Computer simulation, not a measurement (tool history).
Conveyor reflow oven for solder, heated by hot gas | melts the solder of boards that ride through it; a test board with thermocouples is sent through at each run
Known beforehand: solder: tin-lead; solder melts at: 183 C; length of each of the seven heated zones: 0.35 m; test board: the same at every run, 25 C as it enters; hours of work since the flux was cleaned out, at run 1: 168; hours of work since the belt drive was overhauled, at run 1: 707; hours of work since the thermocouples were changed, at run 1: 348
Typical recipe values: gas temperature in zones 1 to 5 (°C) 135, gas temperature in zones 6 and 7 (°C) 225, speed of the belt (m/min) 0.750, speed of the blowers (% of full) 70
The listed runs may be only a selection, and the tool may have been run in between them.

run,hour,gas temperature in zones 1 to 5 (°C),gas temperature in zones 6 and 7 (°C),speed of the belt (m/min),speed of the blowers (% of full),hours of work since the flux was cleaned out,hours of work since the belt drive was overhauled,hours of work since the thermocouples were changed,highest temperature of the board (°C),time above the solder's melting point (s)
1,0.0,135,225,0.750,70,168,707,348,210.2,36.9
2,44.2,135,225,0.750,70,188,728,369,210.0,37.1
3,71.9,135,225,0.750,70,201,741,382,210.1,37.0
4,114.3,135,225,0.750,70,221,761,402,210.4,36.6
5,161.4,135,225,0.750,70,244,783,424,210.1,36.9
# hour 169.9: flux residue cleaned out of gas plates and filters
6,212.4,135,225,0.750,70,20,805,446,210.2,36.9
7,259.3,135,225,0.750,70,42,827,468,210.2,36.9
8,283.4,135,225,0.750,70,54,838,479,210.2,37.1
9,334.3,135,225,0.750,70,78,862,503,209.9,37.0
10,360.6,135,225,0.750,70,90,875,516,210.1,37.0
11,402.6,135,225,0.750,70,110,894,535,209.9,37.1
# hour 429.5: thermocouples of zones 6 and 7 changed
12,441.9,135,225,0.750,70,127,912,6,209.9,37.1
13,495.3,136,225,0.750,70,153,937,31,210.0,37.3
14,543.0,136,225,0.750,70,175,960,54,210.1,37.3
15,565.8,147,225,0.611,70,186,970,64,216.9,55.8
16,605.1,135,225,0.736,70,204,989,83,210.5,38.3

The next listed run, before its measurement:
17,643.0,135,230,0.736,70,222,1007,101,?,?

{"run 17": {"highest temperature of the board (°C)": 214.9, "time above the solder's melting point (s)": 40.8}}
Without the tool's hidden state the same run would have given highest temperature of the board (°C) 215.0, time above the solder's melting point (s) 40.8.
